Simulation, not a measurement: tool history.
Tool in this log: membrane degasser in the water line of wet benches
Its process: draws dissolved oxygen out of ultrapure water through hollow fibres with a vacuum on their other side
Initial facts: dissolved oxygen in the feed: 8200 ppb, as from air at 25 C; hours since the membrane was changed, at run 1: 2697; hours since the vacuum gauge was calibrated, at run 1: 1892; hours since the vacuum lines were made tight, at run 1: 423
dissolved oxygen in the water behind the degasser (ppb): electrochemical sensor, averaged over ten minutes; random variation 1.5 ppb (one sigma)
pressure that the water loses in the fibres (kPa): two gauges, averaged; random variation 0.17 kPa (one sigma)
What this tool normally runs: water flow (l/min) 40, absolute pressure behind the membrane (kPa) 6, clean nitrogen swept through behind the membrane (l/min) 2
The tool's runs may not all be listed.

run	hour	water flow (l/min)	absolute pressure behind the membrane (kPa)	clean nitrogen swept through behind the membrane (l/min)	hours since the membrane was changed	hours since the vacuum gauge was calibrated	hours since the vacuum lines were made tight	dissolved oxygen in the water behind the degasser (ppb)	pressure that the water loses in the fibres (kPa)
1	0	40	6	2	2697	1892	423	160.7	28.01
2	71.1	40	6	2.64	2768	1963	494	132.1	27.33
3	113.2	32	6	2	2810	2005	536	123.3	22.19
4	169.2	32	6	2	2866	2061	592	124	22.11
5	227.4	40	6	1.12	2925	2119	651	244.2	27.75
6	292.9	40	6	1.12	2990	2185	716	245.2	27.98
7	364.7	40	6	1.12	3062	2257	788	245.3	27.77
8	438.4	40	6	5.08	3136	2330	862	86.1	27.74
9	518.8	40	6	5.08	3216	2411	942	86.7	27.82
10	564.8	40	6	5.08	3262	2457	988	86.4	27.82
11	635.6	40	6	5.08	3333	2528	1059	86.3	28.03
12	690.2	40	6	5.08	3387	2582	1113	88.1	27.89
13	738	25	6	2	3435	2630	1161	95.2	17.59
14	811.1	40	6	2	3508	2703	1234	166	28.01
15	886.6	40	10.59	2	3584	2779	1310	360.5	27.83
16	920.4	40	10.59	2	3618	2812	1344	362.9	27.85
17	992.3	40	10.59	2	3689	2884	1415	357.3	27.98
18	1067.7	48	6	2	3765	2960	1491	210	33.55
19	1134.4	35	4.98	4.62	3832	3026	1558	57.5	24.73
20	1186.6	61	4.98	1.39	3884	3079	1610	281.4	43.02
21	1265.1	61	4.98	1.39	3962	3157	1688	277.7	42.33
22	1304.2	45	6	4.48	4001	3196	1727	119.1	31.29
23	1346.2	49	4.56	1.33	4043	3238	1769	183.9	34.33
24	1401.4	38	3.78	2	4099	3293	1825	67.5	26.72
25	1475.4	39	6	2.93	4173	3367	1899	123.7	27.59
26	1511.6	38	7.56	2.47	4209	3404	1935	188.8	26.91
27	1590.7	38	7.56	2.47	4288	3483	2014	189.1	26.66
28	1648.3	30	5.06	2.47	4345	3540	2071	75.4	20.89
29	1688	30	6.47	3.66	4385	3580	2111	85	21.13
30	1768.3	26	6.65	5.32	4465	3660	2191	52.9	18.23
31	1809.4	26	6.65	5.32	4507	3701	2233	52.8	18.33
32	1856.3	35	4.12	5.32	4553	3748	2279	40.9	24.39
33	1923.8	40	6.2	1.29	4621	3816	2347	249.3	28.35

Branching from run 33: 3 alternative next runs. What would each branch give?
A	1969.8	40	6	5.2	4667	3862	2393	?	?
B	1969.8	35	9.07	2.07	4667	3862	2393	?	?
C	1969.8	29	4.32	3.83	4667	3862	2393	?	?

run	dissolved oxygen in the water behind the degasser (ppb)	pressure that the water loses in the fibres (kPa)
A	90.1	28.14
B	256.1	24.86
C	38.1	20.38
Had the tool no hidden state, the same runs would have come out as:
run	dissolved oxygen in the water behind the degasser (ppb)	pressure that the water loses in the fibres (kPa)
A	73.3	26.52
B	233.7	23.45
C	27	19.21

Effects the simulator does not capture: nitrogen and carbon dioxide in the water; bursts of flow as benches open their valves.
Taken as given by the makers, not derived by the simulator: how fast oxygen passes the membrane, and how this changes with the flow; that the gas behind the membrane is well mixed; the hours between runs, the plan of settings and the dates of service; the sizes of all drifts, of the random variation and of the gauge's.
